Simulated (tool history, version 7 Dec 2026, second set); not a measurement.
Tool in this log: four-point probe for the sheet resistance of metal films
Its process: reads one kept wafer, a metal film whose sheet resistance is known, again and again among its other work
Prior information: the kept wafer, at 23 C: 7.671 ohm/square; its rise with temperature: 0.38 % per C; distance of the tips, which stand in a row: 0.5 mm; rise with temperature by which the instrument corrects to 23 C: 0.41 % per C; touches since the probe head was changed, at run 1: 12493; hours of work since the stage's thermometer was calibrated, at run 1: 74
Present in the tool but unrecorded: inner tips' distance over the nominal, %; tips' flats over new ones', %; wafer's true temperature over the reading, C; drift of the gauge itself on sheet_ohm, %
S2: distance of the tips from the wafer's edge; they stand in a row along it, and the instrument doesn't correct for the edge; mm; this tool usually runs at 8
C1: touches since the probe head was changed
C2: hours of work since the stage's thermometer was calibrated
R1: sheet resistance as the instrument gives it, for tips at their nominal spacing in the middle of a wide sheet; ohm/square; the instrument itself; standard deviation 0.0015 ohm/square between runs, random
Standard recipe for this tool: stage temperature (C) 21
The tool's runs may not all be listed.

Run 1, hour 0.0: usual settings; C1 12493; C2 74. Result: R1 7.652812 ohm/square.
Run 2, hour 27.6: usual settings; C1 13193; C2 89. Result: R1 7.656363 ohm/square.
Run 3, hour 54.7: usual settings; C1 13878; C2 103. Result: R1 7.653393 ohm/square.
Run 4, hour 78.5: usual settings but stage temperature (C) 24; C1 14478; C2 116. Result: R1 7.643736 ohm/square.
Run 5, hour 104.9: usual settings but stage temperature (C) 24; C1 15147; C2 130. Result: R1 7.646719 ohm/square.
Run 6, hour 151.1: usual settings but stage temperature (C) 24; C1 16318; C2 155. Result: R1 7.645296 ohm/square.
Run 7, hour 179.9: usual settings but stage temperature (C) 24; C1 17046; C2 170. Result: R1 7.643757 ohm/square.
Run 8, hour 204.4: usual settings but stage temperature (C) 24; C1 17665; C2 183. Result: R1 7.644313 ohm/square.
Run 9, hour 231.8: usual settings; C1 18360; C2 198. Result: R1 7.649526 ohm/square.
Run 10, hour 256.6: usual settings; C1 18986; C2 211. Result: R1 7.648326 ohm/square.
Run 11, hour 277.6: usual settings; C1 19520; C2 223. Result: R1 7.649995 ohm/square.
Run 12, hour 306.0: usual settings; C1 20237; C2 238. Result: R1 7.650278 ohm/square.
At hour 309.9: stage's thermometer calibrated.
Run 13, hour 332.6: usual settings but S2 19 mm; C1 20897; C2 12. Result: R1 7.635423 ohm/square.
Run 14, hour 364.7: usual settings but S2 19 mm; C1 21709; C2 29. Result: R1 7.633862 ohm/square.
Run 15, hour 399.5: usual settings but S2 19 mm; C1 22591; C2 48. Result: R1 7.633146 ohm/square.
Run 16, hour 420.2: usual settings but S2 19 mm; C1 23114; C2 59. Result: R1 7.632824 ohm/square.
Run 17, hour 440.1: usual settings but S2 63 mm; C1 23620; C2 70. Result: R1 7.629375 ohm/square.
Run 18, hour 471.9: usual settings but S2 63 mm; C1 24424; C2 87. Result: R1 7.629536 ohm/square.
Run 19, hour 498.2: usual settings but S2 10 mm; C1 25089; C2 101. Result: R1 7.638461 ohm/square.
At hour 520.3: stage's thermometer calibrated, once more.
Run 20, hour 538.8: usual settings but S2 10 mm; C1 26105; C2 10. Result: R1 7.634725 ohm/square.
Run 21, hour 571.3: usual settings but stage temperature (C) 31, S2 38 mm; C1 26926; C2 27. Result: R1 7.604110 ohm/square.
Run 22, hour 592.5: usual settings but stage temperature (C) 31, S2 38 mm; C1 27462; C2 39. Result: R1 7.604184 ohm/square.
Run 23, hour 615.5: usual settings but stage temperature (C) 30, S2 67 mm; C1 28046; C2 51. Result: R1 7.605085 ohm/square.
Run 24, hour 644.0: usual settings but stage temperature (C) 23, S2 3 mm; C1 28766; C2 66. Result: R1 7.729822 ohm/square.
Run 25, hour 672.7: usual settings but stage temperature (C) 31; C1 29493; C2 82. Result: R1 7.617083 ohm/square.
Run 26, hour 707.9: usual settings but stage temperature (C) 25, S2 32 mm; C1 30383; C2 101. Result: R1 7.612287 ohm/square.
Run 27, hour 738.1: usual settings but stage temperature (C) 25, S2 32 mm; C1 31149; C2 117. Result: R1 7.614004 ohm/square.
Run 28, hour 763.1: usual settings but stage temperature (C) 28, S2 5 mm; C1 31781; C2 130. Result: R1 7.646553 ohm/square.
Run 29, hour 801.5: usual settings but S2 11 mm; C1 32752; C2 151. Result: R1 7.628165 ohm/square.
Run 30, hour 844.7: usual settings but stage temperature (C) 32, S2 42 mm; C1 33845; C2 174. Result: R1 7.597186 ohm/square.
Run 31, hour 886.8: usual settings but stage temperature (C) 31, S2 32 mm; C1 34911; C2 197. Result: R1 7.596139 ohm/square.
Run 32, hour 925.0: usual settings but stage temperature (C) 31, S2 32 mm; C1 35878; C2 217. Result: R1 7.595165 ohm/square.
Run 33, hour 943.9: usual settings but stage temperature (C) 24, S2 5 mm; C1 36356; C2 227. Result: R1 7.652197 ohm/square.
Run 34, hour 979.3: usual settings but stage temperature (C) 33, S2 38 mm; C1 37252; C2 246. Result: R1 7.592441 ohm/square.
Run 35, hour 1019.2: usual settings but stage temperature (C) 33, S2 38 mm; C1 38261; C2 268. Result: R1 7.590150 ohm/square.
Run 36, hour 1041.4: usual settings but stage temperature (C) 25, S2 38 mm; C1 38823; C2 280. Result: R1 7.606728 ohm/square.
Run 37, hour 1076.2: usual settings but stage temperature (C) 23, S2 16 mm; C1 39705; C2 298. Result: R1 7.614629 ohm/square.
Run 38, hour 1108.8: usual settings but stage temperature (C) 25; C1 40529; C2 316. Result: R1 7.619569 ohm/square.
Run 39, hour 1136.6: usual settings but stage temperature (C) 33, S2 42 mm; C1 41232; C2 331. Result: R1 7.588524 ohm/square.

Hidden condition of the tool, last listed run before each entry between runs versus first listed run after:
From run 12 to run 13: stage's thermometer calibrated (hour 309.9)
  inner tips' distance over the nominal, %: -0.54 -> -0.546; tips' flats over new ones', %: 15 -> 16; wafer's true temperature over the reading, C: 0.05 -> 0.07
  measured minus no-state result, R1: -0.043385 -> -0.043318 ohm/square
From run 19 to run 20: stage's thermometer calibrated, once more (hour 520.3)
  inner tips' distance over the nominal, %: -0.583 -> -0.593; tips' flats over new ones', %: 19 -> 20; wafer's true temperature over the reading, C: 0.05 -> -0.04
  measured minus no-state result, R1: -0.046905 -> -0.050445 ohm/square
